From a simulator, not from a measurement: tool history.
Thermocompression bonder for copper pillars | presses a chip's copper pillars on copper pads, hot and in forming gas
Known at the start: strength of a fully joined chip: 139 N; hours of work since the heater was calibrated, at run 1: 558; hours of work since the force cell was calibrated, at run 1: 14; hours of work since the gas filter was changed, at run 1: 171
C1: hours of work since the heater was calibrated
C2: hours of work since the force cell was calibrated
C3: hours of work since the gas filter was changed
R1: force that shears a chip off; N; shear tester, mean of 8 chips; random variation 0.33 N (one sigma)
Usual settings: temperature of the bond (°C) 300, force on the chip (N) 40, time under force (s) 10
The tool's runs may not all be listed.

run 1 hour=0.0 | temperature_of_the_bond_(°C)=300 force_on_the_chip_(N)=40 time_under_force_(s)=10 | C1=558 C2=14 C3=171 | R1=53.0
run 2 hour=32.2 | temperature_of_the_bond_(°C)=300 force_on_the_chip_(N)=40 time_under_force_(s)=10 | C1=578 C2=35 C3=192 | R1=52.8
run 3 hour=51.1 | temperature_of_the_bond_(°C)=300 force_on_the_chip_(N)=40 time_under_force_(s)=10 | C1=590 C2=47 C3=204 | R1=52.6
run 4 hour=74.6 | temperature_of_the_bond_(°C)=300 force_on_the_chip_(N)=40 time_under_force_(s)=9 | C1=605 C2=62 C3=219 | R1=50.4
run 5 hour=92.7 | temperature_of_the_bond_(°C)=300 force_on_the_chip_(N)=40 time_under_force_(s)=10 | C1=617 C2=73 C3=230 | R1=51.8
run 6 hour=115.7 | temperature_of_the_bond_(°C)=300 force_on_the_chip_(N)=40 time_under_force_(s)=10 | C1=631 C2=88 C3=245 | R1=52.8
run 7 hour=154.4 | temperature_of_the_bond_(°C)=300 force_on_the_chip_(N)=35 time_under_force_(s)=10 | C1=656 C2=113 C3=270 | R1=46.0
run 8 hour=195.9 | temperature_of_the_bond_(°C)=300 force_on_the_chip_(N)=40 time_under_force_(s)=23 | C1=682 C2=139 C3=296 | R1=69.7
run 9 hour=231.4 | temperature_of_the_bond_(°C)=300 force_on_the_chip_(N)=40 time_under_force_(s)=23 | C1=705 C2=162 C3=318 | R1=70.5
run 10 hour=272.6 | temperature_of_the_bond_(°C)=300 force_on_the_chip_(N)=40 time_under_force_(s)=23 | C1=731 C2=188 C3=345 | R1=70.0
run 11 hour=313.2 | temperature_of_the_bond_(°C)=300 force_on_the_chip_(N)=40 time_under_force_(s)=23 | C1=757 C2=214 C3=370 | R1=69.7
run 12 hour=353.8 | temperature_of_the_bond_(°C)=300 force_on_the_chip_(N)=40 time_under_force_(s)=10 | C1=783 C2=239 C3=396 | R1=52.3
run 13 hour=377.7 | temperature_of_the_bond_(°C)=300 force_on_the_chip_(N)=40 time_under_force_(s)=10 | C1=798 C2=255 C3=412 | R1=51.8
-- hour=383.6 forming gas filter changed
run 14 hour=400.2 | temperature_of_the_bond_(°C)=300 force_on_the_chip_(N)=40 time_under_force_(s)=5 | C1=812 C2=269 C3=11 | R1=43.7
run 15 hour=418.8 | temperature_of_the_bond_(°C)=272 force_on_the_chip_(N)=40 time_under_force_(s)=5 | C1=824 C2=280 C3=22 | R1=26.5
run 16 hour=447.7 | temperature_of_the_bond_(°C)=272 force_on_the_chip_(N)=40 time_under_force_(s)=5 | C1=842 C2=299 C3=41 | R1=26.5
run 17 hour=484.1 | temperature_of_the_bond_(°C)=272 force_on_the_chip_(N)=40 time_under_force_(s)=5 | C1=865 C2=322 C3=64 | R1=27.2
run 18 hour=501.9 | temperature_of_the_bond_(°C)=272 force_on_the_chip_(N)=40 time_under_force_(s)=5 | C1=877 C2=333 C3=75 | R1=26.8
-- hour=510.0 heater calibrated with a thermocouple chip
run 19 hour=527.8 | temperature_of_the_bond_(°C)=272 force_on_the_chip_(N)=40 time_under_force_(s)=5 | C1=11 C2=349 C3=90 | R1=22.7
run 20 hour=565.9 | temperature_of_the_bond_(°C)=272 force_on_the_chip_(N)=40 time_under_force_(s)=5 | C1=36 C2=373 C3=115 | R1=23.2
run 21 hour=605.5 | temperature_of_the_bond_(°C)=318 force_on_the_chip_(N)=38 time_under_force_(s)=17 | C1=61 C2=398 C3=140 | R1=75.0
run 22 hour=645.5 | temperature_of_the_bond_(°C)=288 force_on_the_chip_(N)=40 time_under_force_(s)=8 | C1=86 C2=423 C3=165 | R1=38.1
run 23 hour=672.2 | temperature_of_the_bond_(°C)=326 force_on_the_chip_(N)=55 time_under_force_(s)=22 | C1=103 C2=440 C3=182 | R1=108.8
run 24 hour=708.8 | temperature_of_the_bond_(°C)=278 force_on_the_chip_(N)=33 time_under_force_(s)=10 | C1=126 C2=464 C3=206 | R1=28.6
run 25 hour=745.9 | temperature_of_the_bond_(°C)=280 force_on_the_chip_(N)=42 time_under_force_(s)=29 | C1=150 C2=487 C3=229 | R1=58.3
run 26 hour=774.1 | temperature_of_the_bond_(°C)=271 force_on_the_chip_(N)=45 time_under_force_(s)=13 | C1=168 C2=505 C3=247 | R1=39.3
run 27 hour=815.3 | temperature_of_the_bond_(°C)=326 force_on_the_chip_(N)=53 time_under_force_(s)=6 | C1=194 C2=531 C3=273 | R1=76.3
run 28 hour=857.9 | temperature_of_the_bond_(°C)=288 force_on_the_chip_(N)=59 time_under_force_(s)=9 | C1=221 C2=558 C3=300 | R1=58.0
run 29 hour=882.0 | temperature_of_the_bond_(°C)=297 force_on_the_chip_(N)=38 time_under_force_(s)=29 | C1=237 C2=574 C3=316 | R1=67.6
run 30 hour=920.7 | temperature_of_the_bond_(°C)=300 force_on_the_chip_(N)=49 time_under_force_(s)=5 | C1=261 C2=598 C3=340 | R1=46.7
run 31 hour=938.8 | temperature_of_the_bond_(°C)=300 force_on_the_chip_(N)=49 time_under_force_(s)=5 | C1=273 C2=610 C3=352 | R1=46.9
run 32 hour=981.3 | temperature_of_the_bond_(°C)=318 force_on_the_chip_(N)=44 time_under_force_(s)=5 | C1=300 C2=637 C3=379 | R1=54.5
run 33 hour=1005.1 | temperature_of_the_bond_(°C)=300 force_on_the_chip_(N)=37 time_under_force_(s)=7 | C1=315 C2=652 C3=394 | R1=40.0
-- hour=1039.2 forming gas filter changed
run 34 hour=1047.2 | temperature_of_the_bond_(°C)=327 force_on_the_chip_(N)=52 time_under_force_(s)=16 | C1=341 C2=679 C3=5 | R1=105.6
run 35 hour=1066.8 | temperature_of_the_bond_(°C)=300 force_on_the_chip_(N)=32 time_under_force_(s)=10 | C1=354 C2=691 C3=18 | R1=43.6
run 36 hour=1084.1 | temperature_of_the_bond_(°C)=300 force_on_the_chip_(N)=31 time_under_force_(s)=19 | C1=365 C2=702 C3=29 | R1=55.1
run 37 hour=1102.9 | temperature_of_the_bond_(°C)=300 force_on_the_chip_(N)=31 time_under_force_(s)=19 | C1=377 C2=714 C3=41 | R1=55.1
run 38 hour=1125.5 | temperature_of_the_bond_(°C)=300 force_on_the_chip_(N)=56 time_under_force_(s)=7 | C1=391 C2=728 C3=55 | R1=66.5
run 39 hour=1154.8 | temperature_of_the_bond_(°C)=300 force_on_the_chip_(N)=30 time_under_force_(s)=22 | C1=410 C2=747 C3=74 | R1=56.2

Forecast each of these 5 alternatives for the next run:
run A hour=1173.5 | temperature_of_the_bond_(°C)=300 force_on_the_chip_(N)=50 time_under_force_(s)=21 | C1=422 C2=759 C3=85 | R1=?
run B hour=1173.5 | temperature_of_the_bond_(°C)=327 force_on_the_chip_(N)=41 time_under_force_(s)=29 | C1=422 C2=759 C3=85 | R1=?
run C hour=1173.5 | temperature_of_the_bond_(°C)=281 force_on_the_chip_(N)=30 time_under_force_(s)=28 | C1=422 C2=759 C3=85 | R1=?
run D hour=1173.5 | temperature_of_the_bond_(°C)=300 force_on_the_chip_(N)=30 time_under_force_(s)=8 | C1=422 C2=759 C3=85 | R1=?
run E hour=1173.5 | temperature_of_the_bond_(°C)=300 force_on_the_chip_(N)=40 time_under_force_(s)=5 | C1=422 C2=759 C3=85 | R1=?

run=A R1=85.7
run=B R1=106.2
run=C R1=45.7
run=D R1=37.5
run=E R1=41.3
Without the tool's hidden state the same runs would have given:
run=A R1=81.1
run=B R1=102.7
run=C R1=41.8
run=D R1=34.3
run=E R1=37.8
